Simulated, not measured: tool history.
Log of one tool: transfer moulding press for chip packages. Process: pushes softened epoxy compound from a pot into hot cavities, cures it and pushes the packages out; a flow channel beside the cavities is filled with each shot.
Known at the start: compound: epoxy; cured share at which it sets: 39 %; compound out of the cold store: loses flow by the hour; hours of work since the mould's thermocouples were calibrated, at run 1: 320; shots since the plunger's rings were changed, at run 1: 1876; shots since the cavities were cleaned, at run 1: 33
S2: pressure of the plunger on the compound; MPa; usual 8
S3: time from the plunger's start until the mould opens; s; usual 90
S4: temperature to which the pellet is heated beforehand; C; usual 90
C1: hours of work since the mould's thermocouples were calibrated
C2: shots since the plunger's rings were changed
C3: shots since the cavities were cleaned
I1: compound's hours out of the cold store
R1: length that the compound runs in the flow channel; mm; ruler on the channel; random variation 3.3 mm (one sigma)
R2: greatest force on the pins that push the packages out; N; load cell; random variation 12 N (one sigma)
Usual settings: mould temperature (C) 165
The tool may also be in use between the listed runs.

{"run": 1, "hour": 0.0, "mould temperature (C)": 165, "S2": 8, "S3": 90, "S4": 90, "C1": 320, "C2": 1876, "C3": 33, "I1": 29.1, "R1": 797, "R2": 578}
{"run": 2, "hour": 7.4, "mould temperature (C)": 165, "S2": 8, "S3": 90, "S4": 90, "C1": 326, "C2": 1987, "C3": 144, "I1": 17.1, "R1": 836, "R2": 730}
{"run": 3, "hour": 18.4, "mould temperature (C)": 165, "S2": 8, "S3": 90, "S4": 90, "C1": 334, "C2": 2153, "C3": 310, "I1": 39.3, "R1": 761, "R2": 809}
{"run": 4, "hour": 26.9, "mould temperature (C)": 165, "S2": 8, "S3": 90, "S4": 90, "C1": 340, "C2": 2281, "C3": 438, "I1": 15.7, "R1": 834, "R2": 979}
{"hour": 40.3, "done": "cavities cleaned with cleaning compound and waxed"}
{"run": 5, "hour": 40.3, "mould temperature (C)": 165, "S2": 8, "S3": 90, "S4": 90, "C1": 349, "C2": 2460, "C3": 0, "I1": 24.9, "R1": 808, "R2": 560}
{"run": 6, "hour": 45.7, "mould temperature (C)": 165, "S2": 8, "S3": 90, "S4": 90, "C1": 353, "C2": 2541, "C3": 81, "I1": 10.3, "R1": 856, "R2": 689}
{"run": 7, "hour": 57.5, "mould temperature (C)": 163, "S2": 8, "S3": 90, "S4": 90, "C1": 362, "C2": 2719, "C3": 259, "I1": 41.9, "R1": 753, "R2": 924}
{"hour": 63.7, "done": "plunger's sealing rings changed"}
{"run": 8, "hour": 66.5, "mould temperature (C)": 163, "S2": 8, "S3": 90, "S4": 90, "C1": 367, "C2": 43, "C3": 358, "I1": 40, "R1": 778, "R2": 983}
{"run": 9, "hour": 79.5, "mould temperature (C)": 165, "S2": 9.93, "S3": 90, "S4": 90, "C1": 376, "C2": 237, "C3": 552, "I1": 8.2, "R1": 976, "R2": 1063}
{"hour": 85.8, "done": "cavities cleaned with cleaning compound and waxed"}
{"run": 10, "hour": 86.4, "mould temperature (C)": 165, "S2": 9.93, "S3": 90, "S4": 90, "C1": 380, "C2": 319, "C3": 9, "I1": 10.5, "R1": 973, "R2": 621}
{"run": 11, "hour": 93.0, "mould temperature (C)": 165, "S2": 9.93, "S3": 90, "S4": 90, "C1": 385, "C2": 418, "C3": 108, "I1": 33.4, "R1": 880, "R2": 661}
{"run": 12, "hour": 104.5, "mould temperature (C)": 165, "S2": 7.49, "S3": 90, "S4": 90, "C1": 394, "C2": 592, "C3": 282, "I1": 25.5, "R1": 786, "R2": 821}
{"run": 13, "hour": 115.9, "mould temperature (C)": 165, "S2": 7.49, "S3": 90, "S4": 90, "C1": 402, "C2": 764, "C3": 454, "I1": 15.1, "R1": 824, "R2": 959}
{"hour": 128.8, "done": "cavities cleaned with cleaning compound and waxed"}
{"run": 14, "hour": 130.0, "mould temperature (C)": 165, "S2": 8, "S3": 90, "S4": 90, "C1": 412, "C2": 952, "C3": 17, "I1": 47.8, "R1": 749, "R2": 518}
{"run": 15, "hour": 142.1, "mould temperature (C)": 165, "S2": 6.34, "S3": 90, "S4": 87, "C1": 421, "C2": 1136, "C3": 201, "I1": 42.1, "R1": 673, "R2": 730}
{"run": 16, "hour": 155.0, "mould temperature (C)": 165, "S2": 8.96, "S3": 90, "S4": 90, "C1": 430, "C2": 1329, "C3": 394, "I1": 21.5, "R1": 875, "R2": 926}
{"run": 17, "hour": 163.4, "mould temperature (C)": 165, "S2": 7.57, "S3": 90, "S4": 99, "C1": 437, "C2": 1456, "C3": 521, "I1": 39.1, "R1": 747, "R2": 883}
{"hour": 171.9, "done": "cavities cleaned with cleaning compound and waxed"}
{"run": 18, "hour": 176.8, "mould temperature (C)": 165, "S2": 7.57, "S3": 90, "S4": 99, "C1": 445, "C2": 1634, "C3": 73, "I1": 41.4, "R1": 736, "R2": 590}
{"run": 19, "hour": 189.1, "mould temperature (C)": 159, "S2": 7.24, "S3": 80, "S4": 85, "C1": 455, "C2": 1821, "C3": 260, "I1": 40.2, "R1": 736, "R2": 1557}
{"run": 20, "hour": 195.1, "mould temperature (C)": 164, "S2": 8.67, "S3": 124, "S4": 80, "C1": 459, "C2": 1911, "C3": 350, "I1": 40.2, "R1": 796, "R2": 565}
{"run": 21, "hour": 201.7, "mould temperature (C)": 161, "S2": 9.01, "S3": 90, "S4": 90, "C1": 464, "C2": 2010, "C3": 449, "I1": 36, "R1": 827, "R2": 1216}
{"hour": 214.6, "done": "cavities cleaned with cleaning compound and waxed"}
{"run": 22, "hour": 216.1, "mould temperature (C)": 161, "S2": 9.01, "S3": 90, "S4": 90, "C1": 474, "C2": 2204, "C3": 23, "I1": 9, "R1": 919, "R2": 877}
{"run": 23, "hour": 224.9, "mould temperature (C)": 161, "S2": 6.72, "S3": 83, "S4": 90, "C1": 480, "C2": 2336, "C3": 155, "I1": 46.1, "R1": 687, "R2": 1118}
{"run": 24, "hour": 231.4, "mould temperature (C)": 159, "S2": 8, "S3": 93, "S4": 100, "C1": 485, "C2": 2434, "C3": 253, "I1": 12.2, "R1": 858, "R2": 1174}
{"run": 25, "hour": 240.9, "mould temperature (C)": 173, "S2": 6.42, "S3": 96, "S4": 97, "C1": 492, "C2": 2577, "C3": 396, "I1": 23.6, "R1": 716, "R2": 594}
{"hour": 256.4, "done": "plunger's sealing rings changed"}
{"run": 26, "hour": 256.4, "mould temperature (C)": 173, "S2": 6.42, "S3": 96, "S4": 97, "C1": 502, "C2": 0, "C3": 592, "I1": 15.5, "R1": 747, "R2": 650}
{"hour": 259.6, "done": "cavities cleaned with cleaning compound and waxed"}
{"run": 27, "hour": 266.8, "mould temperature (C)": 165, "S2": 9.6, "S3": 90, "S4": 86, "C1": 508, "C2": 135, "C3": 109, "I1": 42.9, "R1": 838, "R2": 663}

Forecast each of these 4 alternatives for the next run:
{"run": "A", "hour": 274.1, "mould temperature (C)": 165, "S2": 9.6, "S3": 75, "S4": 86, "C1": 514, "C2": 244, "C3": 218, "I1": 22.5, "R1": "?", "R2": "?"}
{"run": "B", "hour": 274.1, "mould temperature (C)": 165, "S2": 6.9, "S3": 90, "S4": 86, "C1": 514, "C2": 244, "C3": 218, "I1": 42.7, "R1": "?", "R2": "?"}
{"run": "C", "hour": 274.1, "mould temperature (C)": 165, "S2": 6.45, "S3": 107, "S4": 86, "C1": 514, "C2": 244, "C3": 218, "I1": 34.2, "R1": "?", "R2": "?"}
{"run": "D", "hour": 274.1, "mould temperature (C)": 165, "S2": 8, "S3": 105, "S4": 90, "C1": 514, "C2": 244, "C3": 218, "I1": 38.7, "R1": "?", "R2": "?"}

run=A R1=909 R2=1290
run=B R1=716 R2=800
run=C R1=711 R2=571
run=D R1=775 R2=581
Without the tool's hidden state the same runs would have given:
run=A R1=909 R2=854
run=B R1=716 R2=533
run=C R1=711 R2=388
run=D R1=775 R2=395

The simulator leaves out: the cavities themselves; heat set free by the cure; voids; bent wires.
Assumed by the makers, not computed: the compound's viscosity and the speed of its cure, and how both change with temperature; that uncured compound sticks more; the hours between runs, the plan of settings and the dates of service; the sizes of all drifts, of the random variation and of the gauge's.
